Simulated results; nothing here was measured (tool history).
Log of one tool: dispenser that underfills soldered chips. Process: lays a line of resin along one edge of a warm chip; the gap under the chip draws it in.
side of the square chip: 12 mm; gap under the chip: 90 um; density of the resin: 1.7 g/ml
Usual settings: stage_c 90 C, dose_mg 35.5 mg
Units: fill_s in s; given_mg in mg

run   hour  stage_c  dose_mg  fill_s  given_mg
  1      0       90     35.5    85.6     32.13
  2   10.4       90     35.5    62.3     31.61
  3   21.1       90     35.5    46.3     31.72
  4     27       90     35.5    62.1     31.43
  5   34.3       90     35.7    84.1     31.48
  6   45.1       90     35.7    59.6      35.9
  7   57.7       90     35.5      47     35.36
  8   68.5       90     35.5    75.5     35.03
  9   80.4       90     35.5    60.5     34.78
 10   91.4       90     35.5    46.7      34.3
 11  103.1       85     35.5    92.1      34.1
 12  112.7       85     35.5    61.9     34.21
 13  118.8       85     35.5    81.8     34.32
 14  131.7       90     44.6    56.2     42.28
 15  142.8       90     44.6    41.9      42.2
 16    148       90     44.6    53.1     41.97
 17  154.1       90     44.6    71.6     41.83
 18    164       79     35.5    73.2     32.99
 19  173.8       79     44.7   111.8     41.47
 20  179.6       90     35.6    48.9     32.52
 21    187       90     35.6    66.8     32.66
 22  195.8      100     33.4      37     30.63
 23  207.6       77       41   119.2     37.21
 24  217.9       76     37.2    87.8     33.26
 25  228.7       84       31    52.8      27.7
 26    236       85     35.5    68.5     31.67
 27  248.1      100     35.5    35.9      31.6
 28  255.7       88     44.3    69.4     39.41
 29  261.4       88     44.3    89.8     38.91
 30  271.1       99     35.5    43.8     35.36
 31  276.8      103     34.6    51.4     34.39
 32  283.4      103     45.6    30.2     45.36
 33  291.5       99     35.5    51.5     34.75
 34  302.9       99     32.5    39.5      31.6
 35  312.8       77     42.1   117.6     40.95

Taken out of this log: 20 entries between the listed runs. Where each belongs, and how the hidden state differs across it:
Between runs 1 and 2: new syringe of resin (hour 2.5)
  resin's viscosity, % of fresh resin's: 201.1 -> 143.7; dose that the valve gives, % of what is set: 90.2 -> 89.57; true chip temperature over the reading, C: 0.43 -> 0.47
  measured less the result without the state, fill_s: +43.4 -> +19 s; given_mg: -3.5 -> -3.67 mg
Between runs 2 and 3: new syringe of resin (hour 19.9)
  resin's viscosity, % of fresh resin's: 143.7 -> 106.6; dose that the valve gives, % of what is set: 89.57 -> 88.99; true chip temperature over the reading, C: 0.47 -> 0.51
  measured less the result without the state, fill_s: +19 -> +2.9 s; given_mg: -3.67 -> -3.93 mg
Between runs 5 and 6: new syringe of resin (hour 36.8); dispensing valve cleaned and set on the balance (hour 44.7)
  resin's viscosity, % of fresh resin's: 196.5 -> 140.2; dose that the valve gives, % of what is set: 88.2 -> 100.13; true chip temperature over the reading, C: 0.56 -> 0.6
  measured less the result without the state, fill_s: +41.4 -> +16.3 s; given_mg: -4.21 -> +0.05 mg
Between runs 6 and 7: new syringe of resin (hour 55.6)
  resin's viscosity, % of fresh resin's: 140.2 -> 109; dose that the valve gives, % of what is set: 100.13 -> 99.4; true chip temperature over the reading, C: 0.6 -> 0.65
  measured less the result without the state, fill_s: +16.3 -> +3.1 s; given_mg: +0.05 -> -0.21 mg
Between runs 8 and 9: new syringe of resin (hour 73.3)
  resin's viscosity, % of fresh resin's: 179.6 -> 139.7; dose that the valve gives, % of what is set: 98.74 -> 98.05; true chip temperature over the reading, C: 0.7 -> 0.75
  measured less the result without the state, fill_s: +32.6 -> +16.3 s; given_mg: -0.44 -> -0.69 mg
Between runs 9 and 10: new syringe of resin (hour 90.1)
  resin's viscosity, % of fresh resin's: 139.7 -> 108; dose that the valve gives, % of what is set: 98.05 -> 97.38; true chip temperature over the reading, C: 0.75 -> 0.79
  measured less the result without the state, fill_s: +16.3 -> +2.6 s; given_mg: -0.69 -> -0.92 mg
Between runs 11 and 12: new syringe of resin (hour 108.1)
  resin's viscosity, % of fresh resin's: 186 -> 125.2; dose that the valve gives, % of what is set: 96.71 -> 96.2; true chip temperature over the reading, C: 0.84 -> 0.87
  measured less the result without the state, fill_s: +41.4 -> +11.4 s; given_mg: -1.16 -> -1.36 mg
Between runs 13 and 14: new syringe of resin (hour 125.2)
  resin's viscosity, % of fresh resin's: 166.5 -> 134.8; dose that the valve gives, % of what is set: 95.79 -> 95.08; true chip temperature over the reading, C: 0.9 -> 0.95
  measured less the result without the state, fill_s: +31.6 -> +13.3 s; given_mg: -1.5 -> -2.18 mg
Between runs 14 and 15: new syringe of resin (hour 142.2)
  resin's viscosity, % of fresh resin's: 134.8 -> 102.2; dose that the valve gives, % of what is set: 95.08 -> 94.43; true chip temperature over the reading, C: 0.95 -> 0.99
  measured less the result without the state, fill_s: +13.3 -> -0.2 s; given_mg: -2.18 -> -2.49 mg
Between runs 17 and 18: new syringe of resin (hour 159)
  resin's viscosity, % of fresh resin's: 172.4 -> 123.2; dose that the valve gives, % of what is set: 93.82 -> 93.22; true chip temperature over the reading, C: 1.03 -> 1.07
  measured less the result without the state, fill_s: +28.8 -> +12.3 s; given_mg: -2.76 -> -2.4 mg
Between runs 19 and 20: new syringe of resin (hour 176.4)
  resin's viscosity, % of fresh resin's: 194.1 -> 116; dose that the valve gives, % of what is set: 92.68 -> 92.36; true chip temperature over the reading, C: 1.11 -> 1.14
  measured less the result without the state, fill_s: +52.3 -> +5.8 s; given_mg: -3.28 -> -2.69 mg
Between runs 21 and 22: new syringe of resin (hour 193.4)
  resin's viscosity, % of fresh resin's: 163.8 -> 111.6; dose that the valve gives, % of what is set: 91.9 -> 91.4; true chip temperature over the reading, C: 1.17 -> 1.2
  measured less the result without the state, fill_s: +25.3 -> +3.3 s; given_mg: -2.88 -> -2.88 mg
Between runs 23 and 24: new syringe of resin (hour 210.9)
  resin's viscosity, % of fresh resin's: 192.9 -> 137.5; dose that the valve gives, % of what is set: 90.7 -> 90.13; true chip temperature over the reading, C: 1.25 -> 1.29
  measured less the result without the state, fill_s: +55.2 -> +22.1 s; given_mg: -3.81 -> -3.64 mg
Between runs 24 and 25: new syringe of resin (hour 228.5)
  resin's viscosity, % of fresh resin's: 137.5 -> 101.2; dose that the valve gives, % of what is set: 90.13 -> 89.52; true chip temperature over the reading, C: 1.29 -> 1.33
  measured less the result without the state, fill_s: +22.1 -> +0.1 s; given_mg: -3.64 -> -3.23 mg
Between runs 26 and 27: new syringe of resin (hour 245.6)
  resin's viscosity, % of fresh resin's: 142 -> 110.9; dose that the valve gives, % of what is set: 89.17 -> 88.5; true chip temperature over the reading, C: 1.36 -> 1.4
  measured less the result without the state, fill_s: +19.2 -> +2.8 s; given_mg: -3.85 -> -4.11 mg
Between runs 29 and 30: dispensing valve cleaned and set on the balance (hour 263); new syringe of resin (hour 264.4)
  resin's viscosity, % of fresh resin's: 205.2 -> 138.1; dose that the valve gives, % of what is set: 87.72 -> 99.64; true chip temperature over the reading, C: 1.46 -> 1.49
  measured less the result without the state, fill_s: +44.5 -> +10.7 s; given_mg: -5.44 -> -0.13 mg
Between runs 31 and 32: new syringe of resin (hour 281.3)
  resin's viscosity, % of fresh resin's: 179.9 -> 111.2; dose that the valve gives, % of what is set: 99.34 -> 98.95; true chip temperature over the reading, C: 1.52 -> 1.54
  measured less the result without the state, fill_s: +21.8 -> +1.9 s; given_mg: -0.23 -> -0.48 mg
Between runs 33 and 34: new syringe of resin (hour 298.5)
  resin's viscosity, % of fresh resin's: 162.3 -> 122.5; dose that the valve gives, % of what is set: 98.45 -> 97.74; true chip temperature over the reading, C: 1.57 -> 1.62
  measured less the result without the state, fill_s: +18.5 -> +6 s; given_mg: -0.55 -> -0.73 mg

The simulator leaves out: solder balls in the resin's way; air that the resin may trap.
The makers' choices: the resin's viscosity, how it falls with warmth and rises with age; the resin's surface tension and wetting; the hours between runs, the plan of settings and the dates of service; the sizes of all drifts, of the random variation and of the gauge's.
